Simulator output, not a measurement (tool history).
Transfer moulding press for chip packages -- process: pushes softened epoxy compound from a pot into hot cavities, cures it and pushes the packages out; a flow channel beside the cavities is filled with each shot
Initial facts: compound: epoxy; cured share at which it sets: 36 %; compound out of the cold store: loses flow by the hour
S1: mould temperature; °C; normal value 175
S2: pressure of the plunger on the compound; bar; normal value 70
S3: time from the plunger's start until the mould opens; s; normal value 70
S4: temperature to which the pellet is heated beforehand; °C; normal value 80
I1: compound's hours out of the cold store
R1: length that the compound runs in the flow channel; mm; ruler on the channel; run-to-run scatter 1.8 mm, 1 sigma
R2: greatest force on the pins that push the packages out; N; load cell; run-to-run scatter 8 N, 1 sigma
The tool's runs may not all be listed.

run,hour,S1,S2,S3,S4,I1,R1,R2
1,0,175,70,70,80,19.6,829,355
2,10.9,175,70,70,80,38.5,787,407
3,19.8,175,70,70,80,45.3,772,416
4,31.7,175,70,70,80,39.6,782,464
5,44.7,175,70,70,72,9.3,848,553
# hour 54.6: cavities cleaned with cleaning compound and waxed
6,54.6,175,70,70,85,12.8,839,348
7,65.8,175,70,70,80,15.2,831,408
8,75.2,177,70,70,80,32.3,787,387
9,87.1,177,70,70,80,24.7,801,418
10,96.3,177,70,70,80,15.8,819,471
11,103.1,177,70,70,80,46.6,756,439
# hour 109.3: cavities cleaned with cleaning compound and waxed
12,111.3,177,70,70,80,19.1,813,318
13,123.5,175,70,70,80,19.3,816,407
14,137.6,175,70,70,80,15.3,823,487
15,145.8,175,70,70,80,29.7,792,474
16,152.9,182,80.8,68,74,12.7,860,381
# hour 163.4: cavities cleaned with cleaning compound and waxed
17,166.7,175,78.5,70,80,45.4,807,355
18,181.1,175,78.5,70,80,23.9,853,431
19,194.7,179,79.5,70,80,15.1,858,396
20,201.6,170,86.8,83,77,46.6,865,479
21,207.6,175,76.1,70,80,30.6,821,519
22,215.7,175,76.1,70,80,42.1,796,489
# hour 218.1: cavities cleaned with cleaning compound and waxed
23,225.7,175,52.4,64,80,10.3,715,468
24,237.9,175,52.4,64,80,40.6,662,517
25,252.5,175,83.4,96,79,22.5,876,333
26,260.1,183,80.1,106,73,29.4,809,341
27,269.9,172,55.5,74,89,47,679,510
# hour 272.4: cavities cleaned with cleaning compound and waxed
28,282.2,182,78.9,82,87,29.5,805,271
# hour 289.3: plunger's sealing rings changed
29,291.8,182,78.9,82,87,47.1,805,297

Consider 4 possible next runs. They are alternatives, not a sequence: every one starts from the tool as it was left by run 29. What does each give?
A,301.1,175,64.3,70,80,27.5,?,?
B,301.1,178,78.9,82,87,25.5,?,?
C,301.1,182,78.9,82,87,29.6,?,?
D,301.1,175,67.7,70,80,11.3,?,?

run,R1,R2
A,783,440
B,861,337
C,837,304
D,841,454
With no hidden state in the tool, these same runs would have given:
run,R1,R2
A,790,341
B,868,251
C,844,224
D,848,352

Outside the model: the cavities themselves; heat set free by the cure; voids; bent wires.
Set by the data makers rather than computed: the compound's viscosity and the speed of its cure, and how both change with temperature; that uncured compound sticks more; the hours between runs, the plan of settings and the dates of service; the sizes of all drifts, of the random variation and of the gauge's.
